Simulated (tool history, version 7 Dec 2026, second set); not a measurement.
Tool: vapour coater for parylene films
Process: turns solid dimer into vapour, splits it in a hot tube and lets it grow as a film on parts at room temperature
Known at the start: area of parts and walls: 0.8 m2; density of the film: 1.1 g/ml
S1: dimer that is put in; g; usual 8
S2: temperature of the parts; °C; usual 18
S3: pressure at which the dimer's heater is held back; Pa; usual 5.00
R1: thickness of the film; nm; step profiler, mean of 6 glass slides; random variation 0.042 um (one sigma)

run,hour,S1,S2,S3,R1
1,0.0,8,18,5.00,6060
2,47.7,4,18,5.00,3010
3,76.2,8,11,5.00,6890
4,120.3,8,11,5.00,6900
5,151.6,8,11,5.00,6820
6,191.0,8,11,5.00,6820
7,254.6,8,11,5.00,6770
8,313.0,5,18,5.00,3690
9,345.1,5,18,5.00,3670
10,407.9,5,18,5.00,3700
# hour 425.9: trap's valve overhauled
11,453.8,5,18,5.00,3900
12,494.8,5,18,5.00,3900
13,525.2,8,18,2.31,7520
14,567.4,5,11,5.00,4450
15,603.2,5,11,5.00,4450
16,648.8,10,18,7.24,7110
17,697.4,14,15,2.11,13970
18,755.6,14,21,2.11,12290
19,801.1,9,27,5.00,5830
20,849.4,12,18,4.90,9080
21,893.0,11,28,4.27,7250
22,928.5,5,28,7.55,2860
23,965.7,5,23,5.00,3380
24,1001.6,4,18,6.99,2780
25,1057.8,4,18,6.99,2750

Forecast each of these 3 alternatives for the next run:
A,1111.4,4,24,5.00,?
B,1111.4,9,27,2.12,?
C,1111.4,4,24,6.99,?

run,R1
A,2670
B,6950
C,2470
Without the tool's hidden state the same runs would have given:
run,R1
A,2770
B,7220
C,2560
